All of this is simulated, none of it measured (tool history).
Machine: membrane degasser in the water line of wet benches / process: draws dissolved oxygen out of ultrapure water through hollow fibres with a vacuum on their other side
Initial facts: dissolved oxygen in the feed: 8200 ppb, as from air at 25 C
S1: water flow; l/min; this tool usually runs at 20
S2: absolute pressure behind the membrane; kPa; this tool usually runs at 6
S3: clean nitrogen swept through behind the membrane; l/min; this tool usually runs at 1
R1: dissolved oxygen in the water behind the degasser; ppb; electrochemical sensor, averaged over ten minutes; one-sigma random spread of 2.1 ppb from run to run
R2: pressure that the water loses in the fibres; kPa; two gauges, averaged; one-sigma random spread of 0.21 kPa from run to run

| run | hour | S1 | S2 | S3 | R1 | R2 |
|---|---|---|---|---|---|---|
| 1 | 0 | 20 | 6 | 1 | 208.1 | 50.92 |
| 2 | 155 | 20 | 6 | 1 | 202.7 | 50.83 |
| 3 | 347.1 | 20 | 6 | 1 | 207.8 | 50.85 |
| 4 | 510 | 20 | 6 | 1 | 206.7 | 50.96 |
| 5 | 686.8 | 20 | 6 | 1 | 203.3 | 51.05 |
| 6 | 804.5 | 20 | 6 | 1 | 206.5 | 50.95 |
| 7 | 939.7 | 16 | 6 | 1 | 134.5 | 40.61 |
| 8 | 1098.1 | 16 | 6 | 1 | 133.4 | 41.01 |
| 9 | 1275.4 | 20 | 6 | 1 | 203.1 | 51.14 |
| 10 | 1433.8 | 20 | 6 | 1 | 200.6 | 50.66 |
| 11 | 1577.4 | 20 | 6 | 0.4 | 336.7 | 51.22 |
| 12 | 1812.2 | 20 | 6 | 0.4 | 344.9 | 50.82 |
| 13 | 2064.6 | 20 | 6 | 0.4 | 342.1 | 50.81 |
| 14 | 2195.7 | 20 | 6 | 0.4 | 346.1 | 51.06 |
| 15 | 2386.7 | 20 | 6 | 1 | 204.3 | 50.71 |
| 16 | 2584.9 | 20 | 6 | 1 | 206.4 | 51.1 |
| 17 | 2716.1 | 16 | 6 | 1.71 | 94.8 | 40.8 |
| 18 | 2902 | 17 | 7.55 | 1.66 | 148.2 | 43.28 |
| 19 | 3013 | 28 | 12.74 | 0.45 | 1178.3 | 71.38 |
| 20 | 3137.2 | 28 | 12.74 | 0.45 | 1169.5 | 71.37 |
| 21 | 3292.6 | 23 | 12.74 | 1.7 | 416.4 | 59.05 |
| 22 | 3471.5 | 23 | 12.74 | 1.7 | 410.5 | 58.43 |
| 23 | 3676.2 | 18 | 7.61 | 2.34 | 135.8 | 46.02 |
| 24 | 3854.7 | 18 | 7.61 | 2.34 | 133.5 | 45.89 |
| 25 | 4000.6 | 27 | 12.84 | 0.89 | 786.4 | 68.46 |
| 26 | 4106 | 18 | 6.37 | 0.88 | 197.5 | 45.85 |
| 27 | 4341.3 | 20 | 6 | 1.55 | 166.5 | 51.24 |
| 28 | 4483.3 | 13 | 3.68 | 0.65 | 33.2 | 33.04 |
| 29 | 4686.3 | 13 | 11.61 | 0.88 | 292.8 | 33.27 |
| 30 | 4931.8 | 31 | 8.21 | 1.39 | 553.9 | 79.04 |
| 31 | 5086.7 | 29 | 6.78 | 1 | 477.7 | 73.79 |
| 32 | 5254.3 | 29 | 6.78 | 1 | 477.8 | 74 |

Put back what was entered between runs (1 entry, withheld): which listed runs does each sit between, and how does the hidden state differ from the listed run before to the listed run after?
After run 3, before run 4: vacuum gauge calibrated (hour 505.8)
  the hidden state is the same at both runs
